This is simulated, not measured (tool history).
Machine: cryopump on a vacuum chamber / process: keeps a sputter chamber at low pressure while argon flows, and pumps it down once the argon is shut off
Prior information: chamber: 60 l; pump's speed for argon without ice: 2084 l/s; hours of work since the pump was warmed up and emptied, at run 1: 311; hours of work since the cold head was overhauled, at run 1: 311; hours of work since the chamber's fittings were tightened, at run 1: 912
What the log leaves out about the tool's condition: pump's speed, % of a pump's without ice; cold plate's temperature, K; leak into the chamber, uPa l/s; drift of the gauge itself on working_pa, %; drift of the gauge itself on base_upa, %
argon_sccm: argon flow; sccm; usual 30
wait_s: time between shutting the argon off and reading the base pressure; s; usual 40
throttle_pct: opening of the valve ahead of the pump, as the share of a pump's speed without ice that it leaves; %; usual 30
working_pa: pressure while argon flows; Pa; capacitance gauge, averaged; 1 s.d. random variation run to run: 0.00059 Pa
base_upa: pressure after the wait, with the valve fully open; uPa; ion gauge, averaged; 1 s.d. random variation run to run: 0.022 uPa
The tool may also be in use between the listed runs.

run,hour,argon_sccm,wait_s,throttle_pct,hours of work since the pump was warmed up and emptied,hours of work since the cold head was overhauled,hours of work since the chamber's fittings were tightened,working_pa,base_upa
1,0,30,40,30,311,311,912,0.0839,1.18
2,15.7,19,40,30,318,318,918,0.0525,1.18
3,32.6,19,40,30,324,324,925,0.053,1.21
4,46,19,40,30,330,330,931,0.052,1.2
5,58.6,30,22,30,335,335,936,0.0829,1.55
6,71.3,30,23,30,340,340,941,0.0835,1.56
7,90.1,30,23,30,348,348,949,0.0836,1.54
8,100.8,30,40,30,352,352,953,0.0835,1.2
9,115.9,30,40,30,358,358,959,0.0831,1.23
10,134.7,30,194,30,366,366,967,0.0834,0.87
11,152.4,30,54,30,373,373,974,0.0821,1.18
12,168.3,30,54,30,380,380,981,0.0829,1.14
13,184.8,30,40,19,387,387,987,0.1293,1.23
14,197.4,30,40,19,392,392,993,0.1311,1.24
15,212.9,30,40,19,398,398,999,0.1309,1.25
16,229.6,30,40,19,405,405,1006,0.1311,1.29
17,243.6,30,40,30,411,411,1011,0.0826,1.35
18,266.6,30,40,23,420,420,1021,0.1088,1.29
19,286.3,30,26,30,428,428,1029,0.0835,1.57
20,308.1,50,23,39,437,437,1038,0.1077,1.62
21,319.2,50,23,39,441,441,1042,0.109,1.68
22,340.6,32,40,25,450,450,1051,0.1074,1.28
23,354.1,30,40,30,456,456,1057,0.0831,1.33
24,364.8,33,267,37,460,460,1061,0.075,0.95
25,381,52,79,28,467,467,1068,0.1565,1.14
26,394.7,21,120,28,472,472,1073,0.0636,1.06
27,406.4,21,120,28,477,477,1078,0.0631,1.07
28,429.1,38,175,34,486,486,1087,0.0937,1.01
29,450.8,20,38,18,495,495,1096,0.0923,1.37
30,472.9,26,38,34,504,504,1105,0.0654,1.37
31,485.8,26,38,34,509,509,1110,0.0652,1.44
32,500.6,12,40,57,516,516,1116,0.0184,1.39
33,521.5,13,46,22,524,524,1125,0.0507,1.32

Consider 4 possible next runs. They are alternatives, not a sequence: every one starts from the tool as it was left by run 33. What does each give?
A,533.6,30,40,22,529,529,1130,?,?
B,533.6,13,284,53,529,529,1130,?,?
C,533.6,22,287,15,529,529,1130,?,?
D,533.6,34,152,34,529,529,1130,?,?

run,working_pa,base_upa
A,0.1134,1.42
B,0.0208,0.98
C,0.1229,1.03
D,0.0851,1.02
What these runs would have given with no unlogged condition in the tool:
run,working_pa,base_upa
A,0.1099,0.63
B,0.0193,0.22
C,0.1203,0.23
D,0.0811,0.23
